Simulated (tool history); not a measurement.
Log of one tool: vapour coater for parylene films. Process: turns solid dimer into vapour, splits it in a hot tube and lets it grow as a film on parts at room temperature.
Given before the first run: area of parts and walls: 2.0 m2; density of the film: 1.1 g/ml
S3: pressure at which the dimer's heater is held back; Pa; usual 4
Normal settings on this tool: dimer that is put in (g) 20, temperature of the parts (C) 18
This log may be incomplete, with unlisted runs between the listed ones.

run 1 hour=0 | dimer_that_is_put_in_(g)=20 temperature_of_the_parts_(C)=18 S3=4 | thickness_of_the_film_(um)=5.3
run 2 hour=22.9 | dimer_that_is_put_in_(g)=20 temperature_of_the_parts_(C)=18 S3=4 | thickness_of_the_film_(um)=5.29
run 3 hour=40.8 | dimer_that_is_put_in_(g)=20 temperature_of_the_parts_(C)=18 S3=4 | thickness_of_the_film_(um)=5.27
run 4 hour=58.3 | dimer_that_is_put_in_(g)=20 temperature_of_the_parts_(C)=18 S3=6.01 | thickness_of_the_film_(um)=4.94
run 5 hour=78.9 | dimer_that_is_put_in_(g)=20 temperature_of_the_parts_(C)=18 S3=6.01 | thickness_of_the_film_(um)=4.97
run 6 hour=101 | dimer_that_is_put_in_(g)=20 temperature_of_the_parts_(C)=18 S3=10.9 | thickness_of_the_film_(um)=4.51
run 7 hour=122.1 | dimer_that_is_put_in_(g)=20 temperature_of_the_parts_(C)=18 S3=4 | thickness_of_the_film_(um)=5.23
run 8 hour=135.2 | dimer_that_is_put_in_(g)=20 temperature_of_the_parts_(C)=18 S3=4 | thickness_of_the_film_(um)=5.22
run 9 hour=151.2 | dimer_that_is_put_in_(g)=20 temperature_of_the_parts_(C)=18 S3=9.78 | thickness_of_the_film_(um)=4.55
run 10 hour=175.7 | dimer_that_is_put_in_(g)=20 temperature_of_the_parts_(C)=18 S3=9.78 | thickness_of_the_film_(um)=4.53
run 11 hour=193.1 | dimer_that_is_put_in_(g)=20 temperature_of_the_parts_(C)=29 S3=4 | thickness_of_the_film_(um)=4.07
run 12 hour=204.7 | dimer_that_is_put_in_(g)=20 temperature_of_the_parts_(C)=29 S3=4 | thickness_of_the_film_(um)=4.08
run 13 hour=222.3 | dimer_that_is_put_in_(g)=20 temperature_of_the_parts_(C)=29 S3=4 | thickness_of_the_film_(um)=4.1
-- hour=234.9 trap's valve overhauled
run 14 hour=239.1 | dimer_that_is_put_in_(g)=20 temperature_of_the_parts_(C)=18 S3=2.88 | thickness_of_the_film_(um)=5.41
run 15 hour=262.6 | dimer_that_is_put_in_(g)=20 temperature_of_the_parts_(C)=18 S3=2.88 | thickness_of_the_film_(um)=5.47
-- hour=272.4 gauge calibrated
run 16 hour=273.8 | dimer_that_is_put_in_(g)=20 temperature_of_the_parts_(C)=18 S3=2.88 | thickness_of_the_film_(um)=5.63
run 17 hour=291.9 | dimer_that_is_put_in_(g)=10 temperature_of_the_parts_(C)=18 S3=2.88 | thickness_of_the_film_(um)=2.77
run 18 hour=307.9 | dimer_that_is_put_in_(g)=27 temperature_of_the_parts_(C)=18 S3=4 | thickness_of_the_film_(um)=7.11
run 19 hour=319.3 | dimer_that_is_put_in_(g)=27 temperature_of_the_parts_(C)=18 S3=4 | thickness_of_the_film_(um)=7.13
run 20 hour=336 | dimer_that_is_put_in_(g)=27 temperature_of_the_parts_(C)=18 S3=4 | thickness_of_the_film_(um)=7.18
run 21 hour=350.1 | dimer_that_is_put_in_(g)=27 temperature_of_the_parts_(C)=18 S3=4 | thickness_of_the_film_(um)=7.16
run 22 hour=373.9 | dimer_that_is_put_in_(g)=20 temperature_of_the_parts_(C)=17 S3=4.54 | thickness_of_the_film_(um)=5.23
run 23 hour=393.8 | dimer_that_is_put_in_(g)=20 temperature_of_the_parts_(C)=17 S3=4.54 | thickness_of_the_film_(um)=5.26
run 24 hour=405.5 | dimer_that_is_put_in_(g)=20 temperature_of_the_parts_(C)=17 S3=4.54 | thickness_of_the_film_(um)=5.26
run 25 hour=429.1 | dimer_that_is_put_in_(g)=31 temperature_of_the_parts_(C)=21 S3=2.83 | thickness_of_the_film_(um)=7.97
-- hour=439.3 table's thermometer calibrated
run 26 hour=448.8 | dimer_that_is_put_in_(g)=15 temperature_of_the_parts_(C)=11 S3=4.71 | thickness_of_the_film_(um)=4.44
run 27 hour=473.1 | dimer_that_is_put_in_(g)=20 temperature_of_the_parts_(C)=10 S3=4.52 | thickness_of_the_film_(um)=6.04
run 28 hour=492.3 | dimer_that_is_put_in_(g)=12 temperature_of_the_parts_(C)=15 S3=3.81 | thickness_of_the_film_(um)=3.33
run 29 hour=506.9 | dimer_that_is_put_in_(g)=20 temperature_of_the_parts_(C)=11 S3=8.79 | thickness_of_the_film_(um)=5.37
run 30 hour=530.3 | dimer_that_is_put_in_(g)=30 temperature_of_the_parts_(C)=18 S3=2.29 | thickness_of_the_film_(um)=8.43
run 31 hour=544.6 | dimer_that_is_put_in_(g)=30 temperature_of_the_parts_(C)=18 S3=2.29 | thickness_of_the_film_(um)=8.49
run 32 hour=559.9 | dimer_that_is_put_in_(g)=10 temperature_of_the_parts_(C)=18 S3=10.29 | thickness_of_the_film_(um)=2.25
run 33 hour=580 | dimer_that_is_put_in_(g)=20 temperature_of_the_parts_(C)=18 S3=3.34 | thickness_of_the_film_(um)=5.29
run 34 hour=595.2 | dimer_that_is_put_in_(g)=9 temperature_of_the_parts_(C)=18 S3=3.34 | thickness_of_the_film_(um)=2.36
run 35 hour=616.7 | dimer_that_is_put_in_(g)=17 temperature_of_the_parts_(C)=10 S3=2.22 | thickness_of_the_film_(um)=5.68

Estimate the outcome of run 36 from the log above:
run 36 hour=629.8 | dimer_that_is_put_in_(g)=17 temperature_of_the_parts_(C)=10 S3=2.22 | thickness_of_the_film_(um)=?

thickness of the film (um): 5.67
Without the tool's hidden state the same run would have given thickness of the film (um) 5.88.
